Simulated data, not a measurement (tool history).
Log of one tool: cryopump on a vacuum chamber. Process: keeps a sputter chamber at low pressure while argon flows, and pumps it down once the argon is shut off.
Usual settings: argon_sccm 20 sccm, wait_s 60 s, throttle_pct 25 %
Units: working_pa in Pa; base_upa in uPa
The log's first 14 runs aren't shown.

run	day	argon_sccm	wait_s	throttle_pct	working_pa	base_upa
15	47.404	16	60	25	0.0583	2.17
16	49.608	16	60	25	0.0592	2.07
17	52.079	19	40	48	0.0396	2.72
18	54.529	18	133	48	0.0375	1.54
# day 56.412: pump warmed up, emptied and cooled again
19	58.192	9	133	17	0.0445	1.35
20	61.4	9	133	17	0.0449	1.42
21	65.162	19	24	17	0.0964	3.85
22	68.375	19	24	17	0.0978	3.96
23	71.233	19	24	17	0.0975	3.85
24	74.721	19	24	17	0.0981	3.87
25	78.417	19	24	17	0.0992	4.05
# day 80.617: leaking fittings of the chamber tightened, without venting
26	82.583	19	260	25	0.0703	0.5
27	87.517	24	32	44	0.0561	2.53
# day 88.721: pump warmed up, emptied and cooled again
28	91.396	31	28	25	0.1067	2.82
29	95.233	31	28	25	0.1072	2.75
30	97.629	9	45	27	0.0304	1.87
31	101.883	9	125	48	0.0179	0.9

5 ways to go on from here, each from the tool as it stands after run 31. What would each give?
A	106.892	20	60	50	?	?
B	106.892	9	96	48	?	?
C	106.892	11	52	19	?	?
D	106.892	14	29	39	?	?
E	106.892	38	89	56	?	?

run	working_pa	base_upa
A	0.0388	1.51
B	0.0175	1.12
C	0.0516	1.67
D	0.0339	2.83
E	0.0657	1.16
Without the tool's hidden state the same runs would have given:
run	working_pa	base_upa
A	0.0341	1.29
B	0.0154	0.9
C	0.0491	1.45
D	0.0306	2.61
E	0.0568	0.93
